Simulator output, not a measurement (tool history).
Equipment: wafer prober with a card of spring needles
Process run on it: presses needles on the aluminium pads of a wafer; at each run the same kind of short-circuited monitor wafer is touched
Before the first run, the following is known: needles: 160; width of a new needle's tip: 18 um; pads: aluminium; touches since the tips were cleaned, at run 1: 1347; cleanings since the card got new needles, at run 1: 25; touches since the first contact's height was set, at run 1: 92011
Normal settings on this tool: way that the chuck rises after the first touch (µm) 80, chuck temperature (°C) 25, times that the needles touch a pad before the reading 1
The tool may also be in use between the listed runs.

run   hour  way that the chuck rises after the first touch (µm)  chuck temperature (°C)  times that the needles touch a pad before the reading  touches since the tips were cleaned  cleanings since the card got new needles  touches since the first contact's height was set  resistance of one needle with its contact and lead (mohm)  way that a needle slides on the pad (µm)
  1    0.0                                                   80                      25                                                      1                                 1347                                        25                                             92011                                                        182                                     20.21
       5.7  -- tips cleaned on abrasive film
  2   12.8                                                   80                      25                                                      1                                 2071                                        26                                             95712                                                        184                                     20.11
      16.4  -- tips cleaned on abrasive film
  3   18.7                                                   80                      25                                                      1                                  666                                        27                                             97411                                                        185                                     20.12
  4   26.5                                                   80                      25                                                      1                                 2939                                        27                                             99684                                                        182                                     20.26
      27.6  -- tips cleaned on abrasive film
  5   35.0                                                   80                      25                                                      1                                 2170                                        28                                            102145                                                        183                                     20.29
      38.7  -- tips cleaned on abrasive film
  6   44.4                                                   80                      25                                                      1                                 1662                                        29                                            104865                                                        182                                     20.06
      49.2  -- tips cleaned on abrasive film
  7   57.3                                                   68                      25                                                      1                                 2366                                        30                                            108605                                                        186                                     17.33
      59.9  -- tips cleaned on abrasive film
  8   65.0                                                   80                      25                                                      1                                 1473                                        31                                            110810                                                        180                                     20.27
      70.6  -- tips cleaned on abrasive film
  9   71.2                                                   80                      25                                                      1                                  201                                        32                                            112611                                                        181                                     20.32
      80.9  -- tips cleaned on abrasive film
 10   81.2                                                   80                      25                                                      1                                   88                                        33                                            115491                                                        183                                     20.20
      91.5  -- tips cleaned on abrasive film
 11   92.0                                                   80                      25                                                      2                                  153                                        34                                            118617                                                        181                                     20.12
     102.2  -- tips cleaned on abrasive film
 12  102.5                                                   80                      25                                                      1                                   72                                        35                                            121641                                                        183                                     20.34
 13  112.2                                                   80                      25                                                      1                                 2925                                        35                                            124494                                                        183                                     20.46
     113.4  -- tips cleaned on abrasive film
 14  119.3                                                   80                      25                                                      1                                 1730                                        36                                            126530                                                        183                                     20.18
     124.3  -- tips cleaned on abrasive film
 15  125.3                                                   80                      25                                                      1                                  302                                        37                                            128260                                                        186                                     20.18
     134.8  -- tips cleaned on abrasive film
 16  138.1                                                   80                      25                                                      1                                  965                                        38                                            131969                                                        182                                     20.28
 17  144.9                                                   91                      25                                                      2                                 2942                                        38                                            133946                                                        185                                     23.19
     145.9  -- tips cleaned on abrasive film
 18  151.9                                                   77                      56                                                      1                                 1771                                        39                                            135974                                                        188                                     19.68
     156.5  -- tips cleaned on abrasive film
 19  161.5                                                   72                      26                                                      2                                 1457                                        40                                            138741                                                        181                                     18.40
     167.0  -- tips cleaned on abrasive film
 20  174.3                                                   83                      31                                                      2                                 2141                                        41                                            142456                                                        184                                     20.90
     177.2  -- tips cleaned on abrasive film
 21  182.9                                                   83                      31                                                      2                                 1645                                        42                                            144919                                                        183                                     20.88
     187.5  -- tips cleaned on abrasive film
 22  188.5                                                   83                      38                                                      2                                  290                                        43                                            146519                                                        188                                     20.75
 23  196.9                                                   93                      25                                                      1                                 2743                                        43                                            148972                                                        182                                     23.73
     197.8  -- tips cleaned on abrasive film
     208.1  -- tips cleaned on abrasive film
 24  208.1                                                   88                      47                                                      1                                    0                                        45                                            152187                                                        185                                     22.17
     218.9  -- tips cleaned on abrasive film
 25  220.7                                                   88                      27                                                      1                                  510                                        46                                            155834                                                        180                                     22.35
 26  226.9                                                   80                     120                                                      1                                 2330                                        46                                            157654                                                        204                                     20.25
     230.1  -- tips cleaned on abrasive film
 27  237.4                                                   80                     120                                                      1                                 2138                                        47                                            160693                                                        200                                     20.45
     241.0  -- tips cleaned on abrasive film
 28  248.6                                                   80                      25                                                      2                                 2215                                        48                                            163936                                                        184                                     20.25
     251.7  -- tips cleaned on abrasive film
 29  256.8                                                   63                      67                                                      1                                 1489                                        49                                            166305                                                        192                                     15.96
     262.6  -- tips cleaned on abrasive film
 30  269.3                                                   63                      67                                                      1                                 1947                                        50                                            169915                                                        195                                     15.93
     273.7  -- tips cleaned on abrasive film
 31  276.7                                                   65                      90                                                      1                                  869                                        51                                            172049                                                        196                                     16.46
     283.9  -- tips cleaned on abrasive film
 32  287.9                                                   65                      90                                                      1                                 1154                                        52                                            175292                                                        196                                     16.55

Alternative continuations, all from the tool just after run 32; predict every row:
     295.1  -- tips cleaned on abrasive film
  A  295.7                                                   65                      35                                                      2                                  154                                        53                                            177535                                                          ?                                         ?
     295.1  -- tips cleaned on abrasive film
  B  295.7                                                   65                      90                                                      1                                  154                                        53                                            177535                                                          ?                                         ?
     295.1  -- tips cleaned on abrasive film
  C  295.7                                                   66                      90                                                      1                                  154                                        53                                            177535                                                          ?                                         ?
     295.1  -- tips cleaned on abrasive film
  D  295.7                                                   65                      27                                                      2                                  154                                        53                                            177535                                                          ?                                         ?
     295.1  -- tips cleaned on abrasive film
  E  295.7                                                   65                      71                                                      1                                  154                                        53                                            177535                                                          ?                                         ?

run  resistance of one needle with its contact and lead (mohm)  way that a needle slides on the pad (µm)
  A                                                        186                                     16.30
  B                                                        198                                     16.34
  C                                                        195                                     16.68
  D                                                        186                                     16.61
  E                                                        192                                     16.37
Had the tool no hidden state, the same runs would have come out as:
run  resistance of one needle with its contact and lead (mohm)  way that a needle slides on the pad (µm)
  A                                                        185                                     16.32
  B                                                        197                                     16.36
  C                                                        195                                     16.70
  D                                                        186                                     16.63
  E                                                        192                                     16.40
